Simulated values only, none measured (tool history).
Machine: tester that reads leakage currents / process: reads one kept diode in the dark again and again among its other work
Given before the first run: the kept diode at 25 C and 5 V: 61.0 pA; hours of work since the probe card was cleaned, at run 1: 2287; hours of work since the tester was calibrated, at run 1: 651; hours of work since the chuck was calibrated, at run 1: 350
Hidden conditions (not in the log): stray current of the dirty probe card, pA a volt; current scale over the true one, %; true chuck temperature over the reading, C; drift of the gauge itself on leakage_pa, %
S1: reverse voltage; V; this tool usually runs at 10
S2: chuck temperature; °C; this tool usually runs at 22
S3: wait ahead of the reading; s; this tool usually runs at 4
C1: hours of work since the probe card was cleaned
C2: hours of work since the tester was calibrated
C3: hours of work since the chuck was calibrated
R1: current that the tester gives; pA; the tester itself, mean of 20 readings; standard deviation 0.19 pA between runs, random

run	hour	S1	S2	S3	C1	C2	C3	R1
1	0	10	22	4	2287	651	350	72.44
2	79.8	3.6	22	4	2335	699	399	48.56
3	156.2	3.6	22	4	2381	746	445	48.63
4	239.5	3.6	22	4	2432	796	496	49.18
5	286.9	3	22	4	2460	825	524	46.06
6	337.5	3	22	4	2491	856	555	46.01
7	387.3	3.7	22	4	2521	886	585	50.06
8	450.1	10	22	4	2559	924	623	75.57
9	504.4	10	22	4	2592	957	656	76.19
10	588.9	10	22	4	2643	1008	707	76.51
# hour 657.5: chuck's temperature calibrated
11	657.5	10	22	4	2684	1048	0	72.4
# hour 707.4: probe card cleaned and baked
12	726.8	10	22	4	12	1089	40	61.98
13	780.3	10	22	4	44	1121	73	62.41
14	866.8	10	22	4	97	1173	125	62.94
15	931.3	3.9	46	4	136	1212	164	289.08
16	1020.8	5	33	1.18	190	1267	218	121.51
17	1120.1	1.5	33	0.95	250	1327	279	81.64
18	1185.7	1.5	33	0.95	290	1367	318	81.5
19	1279.3	2.8	38	0.42	347	1423	375	149.05
20	1363.4	3.8	38	2.5	398	1474	426	166.08
21	1416.9	11.3	47	9.32	430	1507	458	459.32
22	1518.3	3.4	32	3.35	491	1568	520	102.61
23	1582.2	10	24	1.04	530	1607	559	80.82
24	1629.5	10	24	1.04	559	1636	587	81.51
25	1696.4	10	24	1.04	599	1676	628	81.45
26	1743.8	10	24	1.04	628	1705	657	82.31
27	1811.8	4	25	0.53	669	1746	698	65.01

Below, some changes in R1 between adjacent runs. For each, the amount present without the hidden state too (settings, incoming material, random variation) and the amount remaining for the hidden state with gauge scatter not shared by both compared results:
Run 20 -> 21: S1 3.8 -> 11.3, S2 38 -> 47, S3 2.5 -> 9.32. R1 +293.24 pA: hidden state +20.51, all else +272.73.
Run 21 -> 22: S1 11.3 -> 3.4, S2 47 -> 32, S3 9.32 -> 3.35. R1 -356.71 pA: hidden state -23.3, all else -333.41.
